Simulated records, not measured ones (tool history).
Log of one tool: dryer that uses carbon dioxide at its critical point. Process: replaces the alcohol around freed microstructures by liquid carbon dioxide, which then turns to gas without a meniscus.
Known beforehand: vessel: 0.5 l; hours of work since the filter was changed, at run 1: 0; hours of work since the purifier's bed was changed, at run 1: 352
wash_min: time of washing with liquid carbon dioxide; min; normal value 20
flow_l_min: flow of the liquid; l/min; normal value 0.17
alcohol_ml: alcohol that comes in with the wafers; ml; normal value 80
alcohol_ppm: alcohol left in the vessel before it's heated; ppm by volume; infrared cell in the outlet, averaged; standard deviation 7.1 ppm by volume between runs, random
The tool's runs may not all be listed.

run,hour,wash_min,flow_l_min,alcohol_ml,hours of work since the filter was changed,hours of work since the purifier's bed was changed,alcohol_ppm
1,0,20,0.17,80,0,352,413
2,43.4,20,0.17,80,16,368,426
3,89.3,20,0.17,80,33,386,433
4,119.7,20,0.17,80,45,397,434
5,151.3,20,0.17,80,57,409,465
6,211.7,20,0.17,80,79,431,469
7,270.2,30,0.136,49,101,453,165
8,327.1,20,0.236,39,123,475,105
9,392.6,21,0.177,93,147,499,402
10,456.2,20,0.127,71,171,523,1931
11,491,18,0.193,50,184,536,357
12,532.5,14,0.214,20,200,552,348

Here are 4 independent what-if runs from the current tool condition. What would each one return?
A,585.4,17,0.189,80,220,572,?
B,585.4,20,0.275,73,220,572,?
C,585.4,20,0.261,62,220,572,?
D,585.4,14,0.129,100,220,572,?

run,alcohol_ppm
A,824
B,120
C,120
D,9847
Stripped of hidden state, with their random variation kept, the same runs would have yielded:
run,alcohol_ppm
A,469
B,14
C,12
D,7612
